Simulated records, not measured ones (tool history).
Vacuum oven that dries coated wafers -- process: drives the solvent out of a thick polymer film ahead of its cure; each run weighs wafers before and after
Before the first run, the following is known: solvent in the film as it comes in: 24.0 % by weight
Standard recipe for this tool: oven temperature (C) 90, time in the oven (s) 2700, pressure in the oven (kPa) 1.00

run	hour	oven temperature (C)	time in the oven (s)	pressure in the oven (kPa)	solvent left in the film (%)
1	0.0	90	2700	1.00	3.50
2	11.8	90	2700	1.00	3.41
3	22.4	90	2700	1.00	3.46
4	32.0	90	2700	1.00	3.53
5	40.5	90	2700	1.00	3.55
6	51.3	90	2700	1.00	3.36
7	61.6	90	2400	1.60	4.52
8	72.5	90	2400	1.60	4.48
9	82.1	90	2400	1.60	4.65
10	96.6	91	2700	2.43	4.13
11	105.3	99	1500	1.00	4.56

For some of the steps in solvent left in the film (%) from one run to the next: how much would appear even if the tool had no hidden state, given the settings, what came in and random variation, and how much remains for the hidden state plus any gauge scatter that the measured result and the result without hidden state don't share?
Hidden state present: true wafer temperature over the reading, C; true pressure over the reading, kPa; drift of the gauge itself on solvent_pct, %.
Run 6 -> 7: time in the oven (s) 2700 -> 2400, pressure in the oven (kPa) 1.00 -> 1.60. solvent left in the film (%) +1.16: hidden state +0.07, all else +1.09.
